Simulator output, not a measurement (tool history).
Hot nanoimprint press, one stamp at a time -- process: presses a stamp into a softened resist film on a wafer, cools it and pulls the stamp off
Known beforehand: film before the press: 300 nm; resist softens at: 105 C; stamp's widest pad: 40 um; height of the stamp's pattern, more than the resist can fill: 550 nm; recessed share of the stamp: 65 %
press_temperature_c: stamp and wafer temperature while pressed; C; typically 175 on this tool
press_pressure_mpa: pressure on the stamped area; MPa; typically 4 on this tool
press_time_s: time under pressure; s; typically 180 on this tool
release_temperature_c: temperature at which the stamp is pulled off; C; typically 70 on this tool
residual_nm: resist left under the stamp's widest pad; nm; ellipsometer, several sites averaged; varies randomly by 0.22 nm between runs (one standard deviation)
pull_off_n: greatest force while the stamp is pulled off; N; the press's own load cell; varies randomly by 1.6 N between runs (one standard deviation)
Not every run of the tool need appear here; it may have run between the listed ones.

| run | hour | press_temperature_c | press_pressure_mpa | press_time_s | release_temperature_c | residual_nm | pull_off_n |
|---|---|---|---|---|---|---|---|
| 1 | 0 | 175 | 4 | 180 | 70 | 138.3 | 102 |
|  | 56.3 | stamp cleaned and given a new release coat |
| 2 | 88.9 | 167 | 4 | 180 | 70 | 174 | 101 |
| 3 | 144.4 | 175 | 4 | 180 | 70 | 138.7 | 100 |
| 4 | 215.2 | 175 | 4 | 180 | 70 | 138.2 | 104 |
| 5 | 270.8 | 175 | 4 | 180 | 70 | 138.6 | 103 |
|  | 294.1 | stamp cleaned and given a new release coat |
| 6 | 344.6 | 180 | 4 | 180 | 70 | 119.8 | 101 |
| 7 | 405.7 | 180 | 4 | 180 | 70 | 119.8 | 102 |
| 8 | 477 | 184 | 2.47 | 116 | 75 | 155.9 | 93 |
|  | 489.5 | plate thermocouple calibrated |
|  | 536.5 | stamp cleaned and given a new release coat |
| 9 | 547.5 | 178 | 6.07 | 232 | 56 | 93.5 | 128 |
| 10 | 617.9 | 175 | 3.26 | 180 | 59 | 150.3 | 122 |
| 11 | 697 | 181 | 4.26 | 133 | 70 | 127.4 | 102 |

5 options for the next run, each taken on its own from the tool as it stands now. Forecast them:
|  | 775.9 | stamp cleaned and given a new release coat |
| A | 797.4 | 181 | 3.68 | 154 | 70 | ? | ? |
|  | 775.9 | stamp cleaned and given a new release coat |
| B | 797.4 | 182 | 4.26 | 133 | 67 | ? | ? |
|  | 775.9 | stamp cleaned and given a new release coat |
| C | 797.4 | 173 | 4 | 180 | 70 | ? | ? |
|  | 775.9 | stamp cleaned and given a new release coat |
| D | 797.4 | 175 | 4 | 300 | 75 | ? | ? |
|  | 775.9 | stamp cleaned and given a new release coat |
| E | 797.4 | 181 | 4.26 | 133 | 57 | ? | ? |

| run | residual_nm | pull_off_n |
|---|---|---|
| A | 128.5 | 105 |
| B | 123.8 | 107 |
| C | 146.3 | 101 |
| D | 112.9 | 91 |
| E | 127.1 | 125 |
Stripped of hidden state, with their random variation kept, the same runs would have yielded:
| run | residual_nm | pull_off_n |
|---|---|---|
| A | 128.8 | 105 |
| B | 124.1 | 107 |
| C | 146.7 | 101 |
| D | 113.2 | 91 |
| E | 127.4 | 125 |
